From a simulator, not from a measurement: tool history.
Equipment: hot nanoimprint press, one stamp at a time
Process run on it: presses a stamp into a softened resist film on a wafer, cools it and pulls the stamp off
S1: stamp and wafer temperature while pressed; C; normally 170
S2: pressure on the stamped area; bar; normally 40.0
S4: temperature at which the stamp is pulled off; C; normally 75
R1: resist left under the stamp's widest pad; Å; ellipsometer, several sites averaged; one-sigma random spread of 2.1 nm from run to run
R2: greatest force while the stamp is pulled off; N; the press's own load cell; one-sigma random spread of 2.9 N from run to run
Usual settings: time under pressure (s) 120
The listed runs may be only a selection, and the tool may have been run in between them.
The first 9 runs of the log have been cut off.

Run 10, day 9.433: usual settings but S4 68 C. Result: R1 3983 Å, R2 162 N.
At day 10.325: plate thermocouple calibrated.
Run 11, day 10.725: usual settings but S1 173 C. Result: R1 3501 Å, R2 135 N.
Run 12, day 12.029: usual settings but S1 173 C. Result: R1 3529 Å, R2 135 N.
Run 13, day 13.500: usual settings but S4 70 C. Result: R1 3953 Å, R2 159 N.
Run 14, day 14.550: usual settings but S2 48.9 bar, S4 70 C. Result: R1 3671 Å, R2 155 N.
Run 15, day 15.712: usual settings but S1 174 C, S2 48.9 bar, S4 70 C. Result: R1 3108 Å, R2 159 N.
Run 16, day 16.908: usual settings but S1 174 C, S2 48.9 bar, S4 70 C. Result: R1 3130 Å, R2 155 N.
Run 17, day 17.838: usual settings but S1 174 C, S2 48.9 bar, S4 70 C. Result: R1 3098 Å, R2 155 N.
Run 18, day 18.621: usual settings but S1 163 C, S2 48.8 bar, time under pressure (s) 190, S4 83 C. Result: R1 4103 Å, R2 106 N.
Run 19, day 19.329: usual settings but time under pressure (s) 71. Result: R1 4614 Å, R2 133 N.
Run 20, day 20.554: usual settings but S1 179 C, S2 29.9 bar, time under pressure (s) 150, S4 72 C. Result: R1 2865 Å, R2 148 N.
Run 21, day 21.204: usual settings but S1 175 C, S2 36.9 bar, time under pressure (s) 90, S4 72 C. Result: R1 3738 Å, R2 148 N.
Run 22, day 21.954: usual settings but S1 173 C, S2 39.9 bar, time under pressure (s) 129, S4 77 C. Result: R1 3414 Å, R2 131 N.
Run 23, day 23.400: usual settings but S1 161 C, S4 62 C. Result: R1 5282 Å, R2 190 N.
Run 24, day 24.579: usual settings but S1 161 C, S4 62 C. Result: R1 5207 Å, R2 188 N.
Run 25, day 25.888: usual settings but S1 179 C, S2 39.3 bar, time under pressure (s) 167, S4 73 C. Result: R1 2415 Å, R2 142 N.
Run 26, day 26.654: usual settings but S1 179 C, S2 39.3 bar, time under pressure (s) 167, S4 73 C. Result: R1 2430 Å, R2 145 N.
Run 27, day 27.662: usual settings but S4 71 C. Result: R1 3927 Å, R2 152 N.
Run 28, day 28.817: usual settings but S1 160 C, S4 78 C. Result: R1 5360 Å, R2 125 N.
Run 29, day 29.879: usual settings but S1 158 C, S2 56.7 bar, time under pressure (s) 152. Result: R1 4943 Å, R2 139 N.
Run 30, day 30.825: usual settings but S1 158 C, S2 56.7 bar, time under pressure (s) 152. Result: R1 5004 Å, R2 137 N.
Run 31, day 31.771: usual settings but S1 178 C, S2 54.4 bar, time under pressure (s) 196. Result: R1 2013 Å, R2 139 N.

What if the next run were any one of these 3? Each begins from the tool's condition after run 31:
Run A, day 32.875: usual settings but S1 178 C, S2 46.9 bar, time under pressure (s) 196, S4 80 C. Result: R1 ?, R2 ?.
Run B, day 32.875: usual settings but S1 178 C, S2 54.4 bar, time under pressure (s) 78. Result: R1 ?, R2 ?.
Run C, day 32.875: usual settings but S1 168 C, time under pressure (s) 92. Result: R1 ?, R2 ?.

run    R1   R2
  A  2134  112
  B  3019  141
  C  4538  138
Stripped of hidden state, with their random variation kept, the same runs would have yielded:
run    R1   R2
  A  2179  110
  B  3083  138
  C  4637  136
